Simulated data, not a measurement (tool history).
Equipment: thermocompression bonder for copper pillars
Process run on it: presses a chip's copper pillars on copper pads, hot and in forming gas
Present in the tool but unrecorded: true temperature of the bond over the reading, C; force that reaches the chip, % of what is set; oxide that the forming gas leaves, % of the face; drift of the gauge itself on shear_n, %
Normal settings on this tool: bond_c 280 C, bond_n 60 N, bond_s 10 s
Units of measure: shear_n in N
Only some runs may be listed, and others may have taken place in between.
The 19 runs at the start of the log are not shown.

run,day,bond_c,bond_n,bond_s,hours of work since the heater was calibrated,hours of work since the force cell was calibrated,hours of work since the gas filter was changed,shear_n
20,18.058,280,60,10,841,574,296,41.6
21,19.046,280,60,10,854,587,310,40.8
22,19.754,257,42,10,864,596,319,22.2
23,20.846,302,37,10,878,611,334,33.2
24,21.508,302,37,10,887,620,343,32.8
# day 22.129: forming gas filter changed
25,22.762,302,37,10,904,636,8,36.4
26,23.804,252,37,10,918,650,22,19.5
27,24.688,252,37,10,929,662,34,19.2
28,25.767,252,37,10,944,676,49,19.8
29,26.412,250,37,10,952,685,57,18.7
30,27.746,253,60,6,970,703,75,25.8
31,28.442,253,60,6,980,712,84,26.3
32,29.762,253,60,6,997,730,102,25.9
33,31.112,268,76,10,1015,748,120,47.2
# day 31.867: force cell calibrated
34,32.362,280,89,5,1031,7,136,46.4
35,33.271,280,89,5,1043,19,148,45.5
36,34.558,267,58,10,1061,36,165,34.1
37,35.175,290,60,10,1069,44,174,46.0
38,36.492,303,67,5,1086,62,191,43.8
39,37.038,252,60,7,1094,69,199,25.1

What if the next run were any one of these 3? Each begins from the tool's condition after run 39:
A,37.721,299,60,11,1103,78,208,?
B,37.721,280,60,26,1103,78,208,?
C,37.721,286,60,21,1103,78,208,?

run,shear_n
A,50.5
B,55.7
C,54.3
With no hidden state in the tool, these same runs would have given:
run,shear_n
A,55.8
B,61.5
C,60.0

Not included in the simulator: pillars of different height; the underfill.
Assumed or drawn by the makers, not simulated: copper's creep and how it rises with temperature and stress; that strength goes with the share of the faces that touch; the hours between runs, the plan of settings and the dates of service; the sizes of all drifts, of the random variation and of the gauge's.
